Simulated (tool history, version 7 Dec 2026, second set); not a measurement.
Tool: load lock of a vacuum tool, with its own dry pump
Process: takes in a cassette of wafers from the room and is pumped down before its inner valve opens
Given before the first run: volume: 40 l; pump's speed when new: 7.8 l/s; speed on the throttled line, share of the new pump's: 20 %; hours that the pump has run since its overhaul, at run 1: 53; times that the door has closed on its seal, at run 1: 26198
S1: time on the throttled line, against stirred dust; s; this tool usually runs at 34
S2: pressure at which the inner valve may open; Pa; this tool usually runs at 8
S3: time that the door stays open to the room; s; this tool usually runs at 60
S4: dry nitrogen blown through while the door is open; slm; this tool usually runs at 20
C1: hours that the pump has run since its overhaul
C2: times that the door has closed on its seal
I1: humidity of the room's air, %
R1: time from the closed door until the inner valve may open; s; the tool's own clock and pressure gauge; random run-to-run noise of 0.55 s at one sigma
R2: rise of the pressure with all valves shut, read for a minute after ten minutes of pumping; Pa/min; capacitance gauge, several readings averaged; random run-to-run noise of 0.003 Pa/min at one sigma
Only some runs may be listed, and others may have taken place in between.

{"run": 1, "hour": 0.0, "S1": 34, "S2": 8, "S3": 60, "S4": 20, "C1": 53, "C2": 26198, "I1": 43.1, "R1": 76.3, "R2": 0.164}
{"run": 2, "hour": 76.0, "S1": 34, "S2": 7, "S3": 60, "S4": 20, "C1": 129, "C2": 26497, "I1": 43.1, "R1": 75.7, "R2": 0.169}
{"run": 3, "hour": 140.5, "S1": 34, "S2": 7, "S3": 60, "S4": 20, "C1": 193, "C2": 26752, "I1": 42.4, "R1": 76.1, "R2": 0.173}
{"run": 4, "hour": 244.3, "S1": 66, "S2": 8, "S3": 60, "S4": 20, "C1": 297, "C2": 27161, "I1": 48.6, "R1": 103.3, "R2": 0.178}
{"run": 5, "hour": 307.4, "S1": 66, "S2": 8, "S3": 192, "S4": 20, "C1": 360, "C2": 27410, "I1": 48.2, "R1": 100.4, "R2": 0.236}
{"run": 6, "hour": 406.2, "S1": 66, "S2": 8, "S3": 192, "S4": 20, "C1": 459, "C2": 27799, "I1": 46.8, "R1": 102.1, "R2": 0.247}
{"run": 7, "hour": 499.2, "S1": 66, "S2": 8, "S3": 192, "S4": 20, "C1": 552, "C2": 28165, "I1": 47.7, "R1": 99.9, "R2": 0.24}
{"run": 8, "hour": 581.1, "S1": 66, "S2": 8, "S3": 192, "S4": 20, "C1": 634, "C2": 28489, "I1": 46.2, "R1": 101.7, "R2": 0.243}
{"run": 9, "hour": 647.7, "S1": 66, "S2": 8, "S3": 192, "S4": 20, "C1": 700, "C2": 28751, "I1": 46.0, "R1": 101.6, "R2": 0.244}
{"run": 10, "hour": 710.9, "S1": 66, "S2": 8, "S3": 192, "S4": 20, "C1": 764, "C2": 29000, "I1": 47.9, "R1": 101.2, "R2": 0.255}
{"run": 11, "hour": 761.3, "S1": 66, "S2": 8, "S3": 192, "S4": 20, "C1": 814, "C2": 29199, "I1": 46.8, "R1": 102.1, "R2": 0.257}
{"run": 12, "hour": 805.4, "S1": 66, "S2": 8, "S3": 192, "S4": 20, "C1": 858, "C2": 29372, "I1": 41.5, "R1": 101.7, "R2": 0.242}
{"run": 13, "hour": 906.4, "S1": 66, "S2": 8, "S3": 192, "S4": 20, "C1": 959, "C2": 29771, "I1": 42.2, "R1": 101.7, "R2": 0.241}
{"run": 14, "hour": 1005.9, "S1": 66, "S2": 8, "S3": 192, "S4": 20, "C1": 1058, "C2": 30163, "I1": 43.7, "R1": 102.1, "R2": 0.247}
{"run": 15, "hour": 1054.7, "S1": 34, "S2": 8, "S3": 60, "S4": 20, "C1": 1107, "C2": 30355, "I1": 46.0, "R1": 76.6, "R2": 0.207}
{"run": 16, "hour": 1103.6, "S1": 34, "S2": 8, "S3": 28, "S4": 20, "C1": 1156, "C2": 30548, "I1": 46.8, "R1": 76.5, "R2": 0.18}
{"run": 17, "hour": 1154.6, "S1": 34, "S2": 8, "S3": 60, "S4": 20, "C1": 1207, "C2": 30749, "I1": 44.2, "R1": 76.6, "R2": 0.2}
{"run": 18, "hour": 1240.0, "S1": 34, "S2": 8, "S3": 60, "S4": 20, "C1": 1293, "C2": 31086, "I1": 45.3, "R1": 77.3, "R2": 0.205}
{"run": 19, "hour": 1335.9, "S1": 34, "S2": 8, "S3": 60, "S4": 20, "C1": 1389, "C2": 31464, "I1": 46.6, "R1": 76.4, "R2": 0.207}
{"run": 20, "hour": 1394.4, "S1": 34, "S2": 12, "S3": 60, "S4": 20, "C1": 1447, "C2": 31694, "I1": 46.6, "R1": 75.0, "R2": 0.205}
{"run": 21, "hour": 1481.5, "S1": 34, "S2": 12, "S3": 60, "S4": 20, "C1": 1534, "C2": 32037, "I1": 46.7, "R1": 74.4, "R2": 0.218}
{"run": 22, "hour": 1558.7, "S1": 57, "S2": 8, "S3": 60, "S4": 20, "C1": 1611, "C2": 32342, "I1": 43.4, "R1": 96.2, "R2": 0.214}
{"run": 23, "hour": 1644.7, "S1": 34, "S2": 8, "S3": 63, "S4": 40, "C1": 1697, "C2": 32681, "I1": 44.6, "R1": 76.8, "R2": 0.201}
{"run": 24, "hour": 1725.1, "S1": 34, "S2": 16, "S3": 63, "S4": 18, "C1": 1778, "C2": 32997, "I1": 42.8, "R1": 72.8, "R2": 0.222}
{"run": 25, "hour": 1813.3, "S1": 34, "S2": 16, "S3": 63, "S4": 18, "C1": 1866, "C2": 33345, "I1": 48.1, "R1": 73.3, "R2": 0.223}
{"run": 26, "hour": 1913.5, "S1": 34, "S2": 14, "S3": 60, "S4": 20, "C1": 1966, "C2": 33740, "I1": 47.4, "R1": 73.7, "R2": 0.225}
{"run": 27, "hour": 1980.0, "S1": 34, "S2": 11, "S3": 60, "S4": 4, "C1": 2033, "C2": 34002, "I1": 48.7, "R1": 75.1, "R2": 0.245}
{"run": 28, "hour": 2022.2, "S1": 62, "S2": 8, "S3": 60, "S4": 20, "C1": 2075, "C2": 34168, "I1": 46.6, "R1": 99.3, "R2": 0.229}
{"run": 29, "hour": 2123.4, "S1": 23, "S2": 7, "S3": 189, "S4": 11, "C1": 2176, "C2": 34567, "I1": 40.6, "R1": 69.0, "R2": 0.297}
{"run": 30, "hour": 2181.1, "S1": 23, "S2": 11, "S3": 90, "S4": 38, "C1": 2234, "C2": 34795, "I1": 47.5, "R1": 66.2, "R2": 0.231}
{"run": 31, "hour": 2232.8, "S1": 34, "S2": 8, "S3": 60, "S4": 33, "C1": 2285, "C2": 34999, "I1": 45.2, "R1": 77.4, "R2": 0.225}
{"run": 32, "hour": 2290.8, "S1": 34, "S2": 8, "S3": 60, "S4": 33, "C1": 2343, "C2": 35227, "I1": 45.6, "R1": 76.8, "R2": 0.227}
{"run": 33, "hour": 2392.4, "S1": 34, "S2": 8, "S3": 60, "S4": 33, "C1": 2445, "C2": 35628, "I1": 44.4, "R1": 77.3, "R2": 0.235}
{"run": 34, "hour": 2481.0, "S1": 18, "S2": 8, "S3": 210, "S4": 33, "C1": 2534, "C2": 35977, "I1": 45.8, "R1": 64.1, "R2": 0.282}
{"run": 35, "hour": 2525.8, "S1": 18, "S2": 8, "S3": 46, "S4": 7, "C1": 2578, "C2": 36153, "I1": 43.3, "R1": 64.9, "R2": 0.245}
{"run": 36, "hour": 2584.7, "S1": 66, "S2": 11, "S3": 96, "S4": 9, "C1": 2637, "C2": 36386, "I1": 44.9, "R1": 100.8, "R2": 0.274}
{"run": 37, "hour": 2675.2, "S1": 34, "S2": 12, "S3": 60, "S4": 20, "C1": 2728, "C2": 36742, "I1": 47.8, "R1": 75.4, "R2": 0.246}

Hidden state or all else? Some run-to-run changes of R1, split into what the settings, what came in and random variation would give without the hidden state, and what is left for the hidden state (with any gauge scatter that isn't in both results):
Unlogged tool condition in this case: pump's speed, % of a new pump's; leak at the door's seal, Pa l/s; drift of the gauge itself on ready_s, %; drift of the gauge itself on rise_pa_min, %.
Run 3 -> 4: S1 34 -> 66, S2 7 -> 8. R1 +27.2 s: hidden state -0.1, all else +27.3.
Run 15 -> 16: S3 60 -> 28. R1 -0.1 s: hidden state +0.2, all else -0.3.
Run 28 -> 29: S1 62 -> 23, S2 8 -> 7, S3 60 -> 189, S4 20 -> 11. R1 -30.3 s: hidden state +0.2, all else -30.5.
Run 35 -> 36: S1 18 -> 66, S2 8 -> 11, S3 46 -> 96, S4 7 -> 9. R1 +35.9 s: hidden state -0.4, all else +36.3.
Run 36 -> 37: S1 66 -> 34, S2 11 -> 12, S3 96 -> 60, S4 9 -> 20. R1 -25.4 s: hidden state +0.3, all else -25.7.
